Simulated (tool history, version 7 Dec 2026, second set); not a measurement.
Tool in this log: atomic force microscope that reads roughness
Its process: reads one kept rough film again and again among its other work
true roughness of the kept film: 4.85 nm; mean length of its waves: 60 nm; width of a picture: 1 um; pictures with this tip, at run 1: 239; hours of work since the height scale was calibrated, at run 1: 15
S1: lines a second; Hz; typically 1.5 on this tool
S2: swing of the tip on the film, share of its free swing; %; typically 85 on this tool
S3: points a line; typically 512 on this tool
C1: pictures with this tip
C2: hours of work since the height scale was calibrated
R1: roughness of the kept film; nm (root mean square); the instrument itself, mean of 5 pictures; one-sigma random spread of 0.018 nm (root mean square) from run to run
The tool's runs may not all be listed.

| run | hour | S1 | S2 | S3 | C1 | C2 | R1 |
|---|---|---|---|---|---|---|---|
| 1 | 0 | 1.5 | 85 | 512 | 239 | 15 | 4.305 |
| 2 | 6.5 | 1.5 | 85 | 512 | 251 | 20 | 4.314 |
| 3 | 13.6 | 1.5 | 57 | 512 | 265 | 26 | 4.62 |
| 4 | 25.1 | 1.51 | 85 | 512 | 286 | 35 | 4.304 |
| 5 | 39.3 | 1.5 | 85 | 512 | 313 | 46 | 4.304 |
|  | 42.6 | new tip fitted |
| 6 | 54.4 | 1.5 | 85 | 512 | 22 | 57 | 4.307 |
| 7 | 70.1 | 1.5 | 85 | 512 | 52 | 69 | 4.279 |
| 8 | 77.3 | 1.38 | 85 | 512 | 65 | 74 | 4.359 |
| 9 | 84 | 1.5 | 63 | 512 | 78 | 79 | 4.589 |
| 10 | 92.4 | 1.5 | 85 | 395 | 94 | 86 | 4.339 |
| 11 | 104.8 | 1.5 | 85 | 395 | 117 | 95 | 4.308 |
| 12 | 113 | 1.5 | 85 | 395 | 133 | 101 | 4.298 |
| 13 | 125.8 | 1.15 | 85 | 512 | 157 | 111 | 4.412 |
| 14 | 134.2 | 3.63 | 85 | 512 | 173 | 118 | 3.869 |
| 15 | 148.9 | 3.63 | 85 | 512 | 201 | 129 | 3.827 |
| 16 | 163.1 | 1.5 | 85 | 936 | 228 | 140 | 4.3 |
| 17 | 177.6 | 1.5 | 85 | 936 | 256 | 151 | 4.313 |
| 18 | 192.8 | 1.5 | 85 | 936 | 284 | 163 | 4.306 |
| 19 | 204.8 | 1.86 | 85 | 512 | 307 | 172 | 4.23 |
|  | 211.7 | new tip fitted |
| 20 | 216.8 | 1.86 | 85 | 512 | 10 | 181 | 4.249 |
| 21 | 223.6 | 1.86 | 85 | 512 | 23 | 186 | 4.242 |
| 22 | 232 | 1.86 | 85 | 512 | 39 | 192 | 4.23 |
| 23 | 241.2 | 1.86 | 85 | 512 | 56 | 199 | 4.225 |
| 24 | 256.8 | 1.5 | 85 | 512 | 86 | 211 | 4.348 |
| 25 | 271.7 | 1.5 | 85 | 512 | 114 | 223 | 4.291 |
| 26 | 283.3 | 1.5 | 85 | 512 | 136 | 231 | 4.315 |
| 27 | 296.2 | 1.5 | 85 | 512 | 161 | 241 | 4.297 |
| 28 | 308.9 | 3.78 | 61 | 512 | 185 | 251 | 4.435 |
| 29 | 317.6 | 3.78 | 61 | 512 | 201 | 258 | 4.447 |
| 30 | 328.1 | 3.78 | 61 | 512 | 221 | 266 | 4.448 |
| 31 | 337.9 | 3.78 | 61 | 512 | 240 | 273 | 4.47 |
| 32 | 349.6 | 1.53 | 57 | 783 | 262 | 282 | 4.621 |
| 33 | 358.5 | 0.87 | 88 | 783 | 279 | 289 | 4.468 |
| 34 | 367.6 | 1.5 | 59 | 338 | 296 | 296 | 4.586 |
| 35 | 378.8 | 2.56 | 85 | 288 | 317 | 305 | 4.074 |
|  | 380.7 | new tip fitted |
| 36 | 386.9 | 2.56 | 85 | 288 | 12 | 310 | 4.035 |

What does the tool deliver on the next run?
| 37 | 400.7 | 1 | 85 | 597 | 38 | 321 | ? |

{"run 37": {"R1": 4.434}}
If the tool had no hidden condition, the same run with the same run-to-run variation would have returned R1 4.435 nm (root mean square).
